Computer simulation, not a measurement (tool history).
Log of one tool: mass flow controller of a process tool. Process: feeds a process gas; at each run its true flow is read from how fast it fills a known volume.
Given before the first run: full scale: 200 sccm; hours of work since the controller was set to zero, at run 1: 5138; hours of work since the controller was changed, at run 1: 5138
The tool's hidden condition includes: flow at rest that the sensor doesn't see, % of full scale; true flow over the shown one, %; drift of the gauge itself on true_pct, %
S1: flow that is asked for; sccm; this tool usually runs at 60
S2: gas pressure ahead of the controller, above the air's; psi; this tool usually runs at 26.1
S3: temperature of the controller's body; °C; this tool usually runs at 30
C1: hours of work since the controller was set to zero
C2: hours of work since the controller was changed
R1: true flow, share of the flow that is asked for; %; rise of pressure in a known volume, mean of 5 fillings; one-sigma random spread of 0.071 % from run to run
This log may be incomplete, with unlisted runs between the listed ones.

run,hour,S1,S2,S3,C1,C2,R1
1,0.0,60,26.1,30,5138,5138,93.47
2,55.7,60,26.1,30,5176,5176,93.41
3,119.5,60,26.1,30,5220,5220,93.46
4,196.3,60,26.1,30,5274,5274,93.37
5,235.3,60,25.7,30,5300,5300,93.31
# hour 240.0: controller's zero set anew
6,282.0,60,25.7,30,29,5332,92.35
7,340.4,60,26.1,31,69,5373,92.26

The next listed run, before its measurement:
8,394.3,60,26.1,31,107,5410,?

{"run 8": {"R1": 92.21}}
With the hidden condition absent and the run-to-run variation left alone, this run would have shown R1 100.11 %.
